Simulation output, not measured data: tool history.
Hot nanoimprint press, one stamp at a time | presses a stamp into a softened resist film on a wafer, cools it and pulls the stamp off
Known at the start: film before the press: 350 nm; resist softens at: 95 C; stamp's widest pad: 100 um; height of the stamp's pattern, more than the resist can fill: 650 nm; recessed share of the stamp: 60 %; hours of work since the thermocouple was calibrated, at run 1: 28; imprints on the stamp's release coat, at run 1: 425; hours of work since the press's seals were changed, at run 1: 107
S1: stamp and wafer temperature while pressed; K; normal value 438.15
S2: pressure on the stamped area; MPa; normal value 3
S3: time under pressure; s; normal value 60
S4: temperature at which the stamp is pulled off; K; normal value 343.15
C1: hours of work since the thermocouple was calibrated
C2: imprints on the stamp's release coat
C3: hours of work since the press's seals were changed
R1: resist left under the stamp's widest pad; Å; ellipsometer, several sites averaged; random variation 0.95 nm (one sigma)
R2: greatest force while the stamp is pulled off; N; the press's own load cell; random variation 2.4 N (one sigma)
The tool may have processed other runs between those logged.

run 1 day=0 | S1=438.15 S2=3 S3=60 S4=343.15 | C1=28 C2=425 C3=107 | R1=1329 R2=134
run 2 day=0.792 | S1=438.15 S2=3 S3=60 S4=344.15 | C1=37 C2=479 C3=117 | R1=1351 R2=133
run 3 day=1.421 | S1=430.15 S2=3 S3=60 S4=343.15 | C1=45 C2=523 C3=124 | R1=1884 R2=136
run 4 day=1.796 | S1=438.15 S2=3 S3=60 S4=343.15 | C1=49 C2=549 C3=129 | R1=1363 R2=132
run 5 day=2.604 | S1=438.15 S2=3 S3=60 S4=343.15 | C1=59 C2=606 C3=139 | R1=1359 R2=142
-- day=2.792 plate thermocouple calibrated
run 6 day=3.596 | S1=438.15 S2=3 S3=60 S4=343.15 | C1=10 C2=666 C3=149 | R1=1385 R2=147
run 7 day=4.162 | S1=438.15 S2=3 S3=60 S4=343.15 | C1=17 C2=705 C3=156 | R1=1366 R2=147
run 8 day=4.529 | S1=438.15 S2=3 S3=60 S4=343.15 | C1=21 C2=731 C3=160 | R1=1357 R2=145
run 9 day=5.125 | S1=438.15 S2=3 S3=60 S4=343.15 | C1=28 C2=772 C3=168 | R1=1369 R2=148
run 10 day=5.975 | S1=432.15 S2=3 S3=36 S4=331.15 | C1=38 C2=831 C3=178 | R1=2080 R2=174
run 11 day=6.771 | S1=432.15 S2=2.33 S3=75 S4=332.15 | C1=48 C2=887 C3=187 | R1=1824 R2=176
-- day=7.354 plate thermocouple calibrated, once more
run 12 day=7.429 | S1=432.15 S2=2.33 S3=75 S4=332.15 | C1=1 C2=924 C3=194 | R1=1789 R2=181
run 13 day=8.221 | S1=446.15 S2=2.33 S3=93 S4=332.15 | C1=10 C2=979 C3=203 | R1=917 R2=177
run 14 day=8.758 | S1=446.15 S2=2.33 S3=93 S4=332.15 | C1=17 C2=1016 C3=210 | R1=913 R2=185
run 15 day=9.342 | S1=446.15 S2=2.33 S3=93 S4=332.15 | C1=24 C2=1057 C3=217 | R1=933 R2=186
run 16 day=10.117 | S1=438.15 S2=3.12 S3=60 S4=346.15 | C1=33 C2=1111 C3=226 | R1=1324 R2=153

Some steps in R1, run to run, broken into two amounts with sign: the step expected even without the hidden condition (settings, incoming material, random variation), and the rest, left for the hidden condition together with whatever gauge scatter is not in both the measured and the hidden-condition-free result:
Unlogged tool condition in this case: true temperature over the reading, C; pressure that arrives at the usual setting, %; grip of the stamp's worn release coat, % over a new coat's; drift of the gauge itself on residual_nm, %; drift of the gauge itself on pull_off_n, %.
Run 11 -> 12: plate thermocouple calibrated, once more. R1 -35 Å: hidden state -32, all else -3.
Run 12 -> 13: S1 432.15 -> 446.15, S3 75 -> 93. R1 -872 Å: hidden state +1, all else -873.

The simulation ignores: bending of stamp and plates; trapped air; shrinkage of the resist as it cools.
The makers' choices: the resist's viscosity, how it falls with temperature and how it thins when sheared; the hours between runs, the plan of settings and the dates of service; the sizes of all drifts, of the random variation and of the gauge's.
